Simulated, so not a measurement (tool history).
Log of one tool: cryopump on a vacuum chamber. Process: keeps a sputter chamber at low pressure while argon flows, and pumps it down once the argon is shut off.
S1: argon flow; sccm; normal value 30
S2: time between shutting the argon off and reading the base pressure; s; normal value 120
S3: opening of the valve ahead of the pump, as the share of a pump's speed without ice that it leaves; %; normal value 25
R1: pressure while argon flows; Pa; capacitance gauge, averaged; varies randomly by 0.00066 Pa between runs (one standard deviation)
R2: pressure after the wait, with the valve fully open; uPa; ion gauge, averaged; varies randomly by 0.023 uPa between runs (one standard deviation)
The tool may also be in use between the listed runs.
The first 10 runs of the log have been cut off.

run,hour,S1,S2,S3,R1,R2
11,453.2,33,120,25,0.1312,0.96
12,493.8,30,120,25,0.1193,0.98
13,530.9,30,120,25,0.1221,0.91
14,581.8,30,120,25,0.1208,1.01
15,621.1,30,123,25,0.1215,1.03
# hour 645.7: pump warmed up, emptied and cooled again
16,665.3,12,120,25,0.0439,0.91
17,692.4,12,120,25,0.0432,0.95
18,736.4,56,22,56,0.0917,3.85
19,779.9,56,22,56,0.0926,3.90
20,830.9,56,23,26,0.1963,3.72
21,877.1,56,23,26,0.1977,3.63
22,926.9,56,23,26,0.1985,3.70
23,954.0,40,115,39,0.0950,1.06
24,982.4,40,115,39,0.0970,1.10
25,1022.9,15,115,58,0.0253,1.15
26,1070.8,15,22,49,0.0297,4.17
27,1103.3,15,252,28,0.0509,0.82
28,1147.4,15,252,28,0.0508,0.78
29,1175.6,18,89,37,0.0465,1.38
30,1220.8,22,215,31,0.0675,0.90
31,1257.5,22,215,56,0.0385,0.88
32,1306.1,40,209,28,0.1374,0.95
33,1354.0,40,209,28,0.1376,0.97

What if the next run were any one of these 5? Each begins from the tool's condition after run 33:
A,1396.3,50,26,25,?,?
B,1396.3,41,233,53,?,?
C,1396.3,30,120,24,?,?
D,1396.3,59,59,22,?,?
E,1396.3,39,202,15,?,?

run,R1,R2
A,0.1912,3.64
B,0.0781,0.93
C,0.1196,1.29
D,0.2545,1.94
E,0.2431,1.03
The same runs, with their run-to-run variation unchanged, on a tool lacking any hidden condition would have given:
run,R1,R2
A,0.1796,3.16
B,0.0685,0.46
C,0.1126,0.81
D,0.2407,1.48
E,0.2340,0.56
